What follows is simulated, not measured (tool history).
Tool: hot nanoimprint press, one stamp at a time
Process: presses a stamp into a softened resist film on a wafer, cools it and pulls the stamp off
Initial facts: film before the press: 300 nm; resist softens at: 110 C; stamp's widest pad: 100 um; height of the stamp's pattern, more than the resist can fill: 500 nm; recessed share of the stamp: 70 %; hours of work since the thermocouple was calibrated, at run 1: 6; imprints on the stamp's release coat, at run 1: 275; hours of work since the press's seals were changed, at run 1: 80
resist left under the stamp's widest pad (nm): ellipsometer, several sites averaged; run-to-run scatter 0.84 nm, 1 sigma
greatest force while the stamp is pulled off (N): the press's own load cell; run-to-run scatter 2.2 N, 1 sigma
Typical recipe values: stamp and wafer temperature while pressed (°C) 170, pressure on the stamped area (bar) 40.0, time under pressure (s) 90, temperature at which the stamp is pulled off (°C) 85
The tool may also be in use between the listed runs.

run,hour,stamp and wafer temperature while pressed (°C),pressure on the stamped area (bar),time under pressure (s),temperature at which the stamp is pulled off (°C),hours of work since the thermocouple was calibrated,imprints on the stamp's release coat,hours of work since the press's seals were changed,resist left under the stamp's widest pad (nm),greatest force while the stamp is pulled off (N)
1,0.0,170,40.0,90,85,6,275,80,114.1,162
2,13.1,170,40.0,90,85,14,313,88,113.3,156
3,35.9,170,40.0,90,85,28,380,102,110.5,161
4,59.6,170,40.0,90,85,42,449,116,113.2,170
5,73.0,170,40.0,90,85,51,488,125,112.1,164
6,89.2,170,40.0,90,85,60,535,134,112.3,167
7,110.7,170,40.0,90,92,74,598,148,109.2,154
8,122.8,170,40.0,90,85,81,633,155,110.8,166
9,137.1,170,40.0,90,85,90,675,164,112.2,168
10,155.9,170,40.0,90,85,101,730,175,111.4,168
11,184.1,170,40.0,90,85,118,812,192,109.1,173
# hour 189.4: plate thermocouple calibrated
12,208.4,170,40.0,90,85,12,874,205,107.4,169
13,221.3,170,40.0,90,85,19,912,213,108.1,174
14,240.0,170,40.0,90,85,31,966,225,107.4,174
15,258.3,170,43.0,90,85,42,1019,236,103.9,176
# hour 266.0: stamp cleaned and given a new release coat
# hour 271.2: plate thermocouple calibrated, once more
16,283.7,170,43.0,90,85,8,43,246,111.5,156
17,297.3,170,28.0,90,85,16,83,254,132.4,156
18,316.6,162,28.0,90,90,28,139,266,201.3,151
19,335.1,162,42.0,51,88,39,193,277,208.7,157
20,347.6,162,42.0,51,88,47,230,285,210.5,154
21,362.6,181,49.9,159,87,56,273,294,40.1,161
22,379.4,159,40.0,90,85,66,323,304,207.4,164
23,395.1,159,40.0,78,83,76,368,314,214.8,163
24,408.2,169,40.0,62,83,84,406,322,137.0,168
25,431.1,170,51.5,90,74,98,473,336,99.9,186
26,444.1,170,51.5,90,74,105,511,344,99.8,185
27,467.2,170,51.5,90,74,120,578,358,99.4,184
28,494.1,170,51.5,126,74,136,657,374,84.9,189
29,515.0,170,51.5,126,74,149,718,387,86.0,194
30,528.8,164,27.1,75,72,157,758,395,189.4,199

3 options for the next run, each taken on its own from the tool as it stands now. Forecast them:
A,553.0,163,27.1,47,93,172,829,410,?,?
B,553.0,170,40.0,91,85,172,829,410,?,?
C,553.0,170,45.9,90,85,172,829,410,?,?

run,resist left under the stamp's widest pad (nm),greatest force while the stamp is pulled off (N)
A,223.3,156
B,108.5,170
C,103.3,173
Had the tool no hidden state, the same runs would have come out as:
run,resist left under the stamp's widest pad (nm),greatest force while the stamp is pulled off (N)
A,228.3,144
B,112.2,156
C,106.6,159
